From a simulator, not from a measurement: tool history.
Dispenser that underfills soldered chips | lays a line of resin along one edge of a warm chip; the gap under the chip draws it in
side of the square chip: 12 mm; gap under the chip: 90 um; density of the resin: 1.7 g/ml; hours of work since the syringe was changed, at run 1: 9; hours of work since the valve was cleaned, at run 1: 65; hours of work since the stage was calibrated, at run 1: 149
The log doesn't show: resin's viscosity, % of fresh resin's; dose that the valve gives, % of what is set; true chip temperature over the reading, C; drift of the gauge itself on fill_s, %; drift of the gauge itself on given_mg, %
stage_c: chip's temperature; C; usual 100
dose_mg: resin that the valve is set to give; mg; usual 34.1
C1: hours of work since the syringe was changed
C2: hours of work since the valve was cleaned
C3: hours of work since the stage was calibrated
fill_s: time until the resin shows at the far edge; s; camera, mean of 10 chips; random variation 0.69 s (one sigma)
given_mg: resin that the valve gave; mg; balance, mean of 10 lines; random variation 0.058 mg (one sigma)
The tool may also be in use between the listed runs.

Run 1, hour 0.0: usual settings; C1 9; C2 65; C3 149. Result: fill_s 118.1 s, given_mg 33.21 mg.
At hour 1.5: new syringe of resin.
Run 2, hour 10.8: usual settings but stage_c 96 C; C1 6; C2 72; C3 156. Result: fill_s 103.4 s, given_mg 33.25 mg.
At hour 17.4: new syringe of resin.
Run 3, hour 21.1: usual settings but stage_c 95 C; C1 3; C2 79; C3 163. Result: fill_s 83.2 s, given_mg 33.16 mg.
Run 4, hour 31.6: usual settings but stage_c 95 C; C1 10; C2 86; C3 170. Result: fill_s 133.4 s, given_mg 33.07 mg.
At hour 32.8: new syringe of resin.
Run 5, hour 40.4: usual settings; C1 5; C2 92; C3 175. Result: fill_s 86.7 s, given_mg 32.91 mg.
At hour 48.7: new syringe of resin.
Run 6, hour 52.2: usual settings; C1 2; C2 100; C3 183. Result: fill_s 73.3 s, given_mg 32.96 mg.
At hour 64.1: new syringe of resin.
At hour 66.5: dispensing valve cleaned and set on the balance.
Run 7, hour 67.3: usual settings; C1 2; C2 1; C3 193. Result: fill_s 66.8 s, given_mg 34.14 mg.
At hour 80.3: new syringe of resin.
Run 8, hour 80.3: usual settings; C1 0; C2 9; C3 201. Result: fill_s 60.5 s, given_mg 33.97 mg.
Run 9, hour 88.2: usual settings; C1 5; C2 14; C3 207. Result: fill_s 85.8 s, given_mg 33.97 mg.
At hour 95.6: new syringe of resin.
Run 10, hour 96.3: usual settings; C1 1; C2 20; C3 212. Result: fill_s 63.8 s, given_mg 33.93 mg.
Run 11, hour 108.3: usual settings but stage_c 92 C; C1 9; C2 28; C3 220. Result: fill_s 132.3 s, given_mg 33.73 mg.
At hour 110.9: new syringe of resin.
Run 12, hour 118.1: usual settings but stage_c 92 C; C1 5; C2 34; C3 226. Result: fill_s 107.4 s, given_mg 33.71 mg.
At hour 126.7: new syringe of resin.
Run 13, hour 130.2: usual settings but stage_c 92 C; C1 2; C2 42; C3 234. Result: fill_s 87.5 s, given_mg 33.56 mg.
At hour 142.4: new syringe of resin.
Run 14, hour 143.8: usual settings but stage_c 92 C; C1 1; C2 51; C3 243. Result: fill_s 80.0 s, given_mg 33.46 mg.
Run 15, hour 155.0: usual settings but stage_c 92 C, dose_mg 32.2 mg; C1 9; C2 59; C3 251. Result: fill_s 133.9 s, given_mg 31.57 mg.
At hour 157.7: new syringe of resin.
Run 16, hour 167.7: usual settings but stage_c 92 C, dose_mg 32.2 mg; C1 7; C2 67; C3 259. Result: fill_s 118.2 s, given_mg 31.43 mg.
At hour 173.7: new syringe of resin.
Run 17, hour 178.6: usual settings but stage_c 92 C, dose_mg 32.2 mg; C1 3; C2 75; C3 267. Result: fill_s 94.5 s, given_mg 31.39 mg.
At hour 189.5: new syringe of resin.
Run 18, hour 192.2: usual settings but stage_c 92 C, dose_mg 32.2 mg; C1 2; C2 84; C3 276. Result: fill_s 85.6 s, given_mg 31.27 mg.
At hour 205.3: new syringe of resin.
Run 19, hour 205.8: usual settings but stage_c 92 C, dose_mg 32.2 mg; C1 0; C2 93; C3 285. Result: fill_s 76.9 s, given_mg 31.17 mg.
Run 20, hour 217.5: usual settings but stage_c 92 C, dose_mg 32.2 mg; C1 8; C2 101; C3 293. Result: fill_s 130.2 s, given_mg 31.06 mg.
At hour 221.0: new syringe of resin.
At hour 230.5: dispensing valve cleaned and set on the balance.
Run 21, hour 232.9: usual settings but stage_c 98 C, dose_mg 32.7 mg; C1 7; C2 2; C3 302. Result: fill_s 105.3 s, given_mg 32.59 mg.
At hour 237.6: new syringe of resin.
Run 22, hour 245.4: usual settings but stage_c 97 C, dose_mg 34.2 mg; C1 5; C2 10; C3 311. Result: fill_s 93.0 s, given_mg 33.99 mg.
At hour 253.1: new syringe of resin.
Run 23, hour 253.5: usual settings but stage_c 97 C, dose_mg 34.2 mg; C1 0; C2 15; C3 316. Result: fill_s 65.8 s, given_mg 34.02 mg.
Run 24, hour 264.7: usual settings but stage_c 97 C, dose_mg 34.2 mg; C1 8; C2 23; C3 323. Result: fill_s 108.5 s, given_mg 33.85 mg.
At hour 269.0: new syringe of resin.
Run 25, hour 276.2: usual settings; C1 5; C2 30; C3 331. Result: fill_s 82.3 s, given_mg 33.66 mg.
At hour 284.6: new syringe of resin.
Run 26, hour 285.5: usual settings; C1 1; C2 37; C3 337. Result: fill_s 64.4 s, given_mg 33.51 mg.
Run 27, hour 291.4: usual settings but stage_c 89 C; C1 5; C2 41; C3 341. Result: fill_s 111.6 s, given_mg 33.63 mg.
At hour 300.0: new syringe of resin.
Run 28, hour 301.2: usual settings but stage_c 90 C, dose_mg 29.1 mg; C1 1; C2 47; C3 348. Result: fill_s 86.4 s, given_mg 28.58 mg.
Run 29, hour 307.2: usual settings but stage_c 105 C; C1 5; C2 51; C3 352. Result: fill_s 72.7 s, given_mg 33.53 mg.
At hour 315.3: new syringe of resin.
Run 30, hour 316.1: usual settings but stage_c 105 C; C1 1; C2 57; C3 358. Result: fill_s 54.6 s, given_mg 33.39 mg.
Run 31, hour 328.3: usual settings but stage_c 114 C, dose_mg 42.4 mg; C1 9; C2 65; C3 366. Result: fill_s 74.8 s, given_mg 41.41 mg.
At hour 331.3: new syringe of resin.
Run 32, hour 337.5: usual settings but dose_mg 31.7 mg; C1 4; C2 71; C3 372. Result: fill_s 78.3 s, given_mg 30.81 mg.
At hour 346.6: new syringe of resin.
Run 33, hour 347.6: usual settings but dose_mg 32.1 mg; C1 1; C2 78; C3 379. Result: fill_s 64.6 s, given_mg 31.14 mg.
Run 34, hour 355.7: usual settings but stage_c 88 C, dose_mg 31.6 mg; C1 6; C2 83; C3 384. Result: fill_s 129.5 s, given_mg 30.63 mg.
At hour 362.5: new syringe of resin.
Run 35, hour 369.5: usual settings but stage_c 88 C, dose_mg 31.6 mg; C1 5; C2 93; C3 393. Result: fill_s 115.4 s, given_mg 30.51 mg.

The same runs without the tool's hidden state, with the same run-to-run variation:
run  fill_s  given_mg
  1    64.2     34.01
  2    69.1     34.13
  3    70.7     34.13
  4    70.9     34.10
  5    62.0     34.01
  6    62.7     34.15
  7    62.1     34.15
  8    62.0     34.08
  9    61.9     34.15
 10    63.1     34.17
 11    76.5     34.06
 12    78.5     34.12
 13    76.1     34.06
 14    77.1     34.07
 15    77.8     32.23
 16    78.3     32.19
 17    76.6     32.23
 18    76.9     32.22
 19    77.1     32.21
 20    77.4     32.19
 21    66.2     32.66
 22    67.4     34.16
 23    66.8     34.25
 24    66.5     34.18
 25    61.7     34.07
 26    62.8     33.98
 27    83.8     34.15
 28    84.4     29.08
 29    54.4     34.17
 30    54.0     34.10
 31    43.0     42.40
 32    62.2     31.62
 33    63.1     32.04
 34    88.4     31.57
 35    87.0     31.56
